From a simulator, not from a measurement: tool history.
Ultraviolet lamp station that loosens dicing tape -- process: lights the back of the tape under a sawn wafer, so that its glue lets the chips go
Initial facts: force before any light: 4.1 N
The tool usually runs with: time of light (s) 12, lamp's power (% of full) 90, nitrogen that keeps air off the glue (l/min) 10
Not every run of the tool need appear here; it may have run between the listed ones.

run	day	time of light (s)	lamp's power (% of full)	nitrogen that keeps air off the glue (l/min)	force that peels the tape off (N)	light that reached the tape (mJ/cm²)
1	0.000	12	90	10	0.333	235
2	3.071	12	90	10	0.347	233
3	5.992	12	90	10	0.356	227
# day 9.800: window cleaned of glue's vapour
4	9.808	12	90	10	0.309	253
5	11.621	12	90	10	0.314	246
6	14.450	12	90	10	0.330	243
7	17.083	10	90	10	0.482	193
8	18.833	10	90	10	0.475	196
9	22.462	10	90	10	0.514	185
10	26.508	10	90	10	0.552	184
11	28.862	10	90	10	0.544	174
12	31.658	10	90	10	0.607	172
13	35.267	7	90	10	1.096	115
14	38.275	12	90	4	0.788	197
# day 39.592: window cleaned of glue's vapour
15	41.079	12	90	4	0.679	216
16	43.004	7	68	3	2.035	92
17	45.921	7	68	3	2.086	91
18	49.758	10	68	3	1.559	122
19	52.546	12	63	10	0.867	139
20	55.817	12	88	12	0.492	180
21	57.821	8	90	4	1.452	121
22	61.629	19	73	4	0.601	225
23	64.242	6	89	14	1.362	88
24	67.446	6	89	14	1.393	87
# day 69.371: window cleaned of glue's vapour
25	69.725	12	90	9	0.556	184
26	71.758	19	77	9	0.325	245

Branching from run 26: 5 alternative next runs. What would each branch give?
A	74.525	11	90	10	?	?
B	74.525	8	61	5	?	?
C	74.525	7	77	9	?	?
D	74.525	19	89	9	?	?
E	74.525	12	90	9	?	?

run	force that peels the tape off (N)	light that reached the tape (mJ/cm²)
A	0.649	162
B	1.945	79
C	1.505	86
D	0.260	271
E	0.595	174
Stripped of hidden state, with their random variation kept, the same runs would have yielded:
run	force that peels the tape off (N)	light that reached the tape (mJ/cm²)
A	0.243	277
B	1.172	136
C	0.776	149
D	0.127	464
E	0.224	298
